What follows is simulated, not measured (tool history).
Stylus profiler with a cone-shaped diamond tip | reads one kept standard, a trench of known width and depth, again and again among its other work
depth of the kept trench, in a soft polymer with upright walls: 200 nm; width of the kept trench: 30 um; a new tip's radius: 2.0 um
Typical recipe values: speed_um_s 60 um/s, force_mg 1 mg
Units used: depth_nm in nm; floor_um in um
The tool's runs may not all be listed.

run	hour	speed_um_s	force_mg	depth_nm	floor_um
1	0	60	1	202.05	27.86
2	37.1	60	1	202.29	27.88
3	97.4	60	1	201.99	27.81
4	160.1	60	1.24	202.55	27.82
5	217.5	60	1.24	202.61	27.81
6	275.2	60	1	202.28	27.76
7	321.5	60	0.45	201.37	27.64
8	385.5	60	0.45	201.47	27.66
9	433.6	60	0.45	201.74	27.6
10	474.3	60	0.45	201.53	27.61
11	529.6	60	0.45	201.51	27.6
12	570.4	25	1	202.4	27.82
13	614.7	60	1.48	202.81	27.67
14	669.7	62	2.14	203.64	27.72
15	703.3	22	1.7	203.18	27.8
16	759	19	0.5	201.73	27.71
17	790.4	117	0.33	201.33	27.16
18	836.1	117	0.33	201.37	27.13
19	865.3	97	2.69	204.2	27.59
20	921.2	168	1.9	203.64	27.36
21	954.6	73	1.69	203.29	27.64
22	1022.8	73	1.69	203.32	27.54
23	1065.4	20	0.36	201.92	27.62
24	1119	20	0.36	201.77	27.62

Here are 5 independent what-if runs from the current tool condition. What would each one return?
A	1159.6	54	0.44	?	?
B	1159.6	20	0.78	?	?
C	1159.6	32	2.91	?	?
D	1159.6	22	0.61	?	?
E	1159.6	137	2.16	?	?

run	depth_nm	floor_um
A	201.9	27.46
B	202.44	27.63
C	204.64	27.69
D	201.98	27.59
E	203.85	27.46
Without the tool's hidden state the same runs would have given:
run	depth_nm	floor_um
A	201.09	28
B	201.62	28.17
C	203.81	28.23
D	201.17	28.13
E	203.03	28
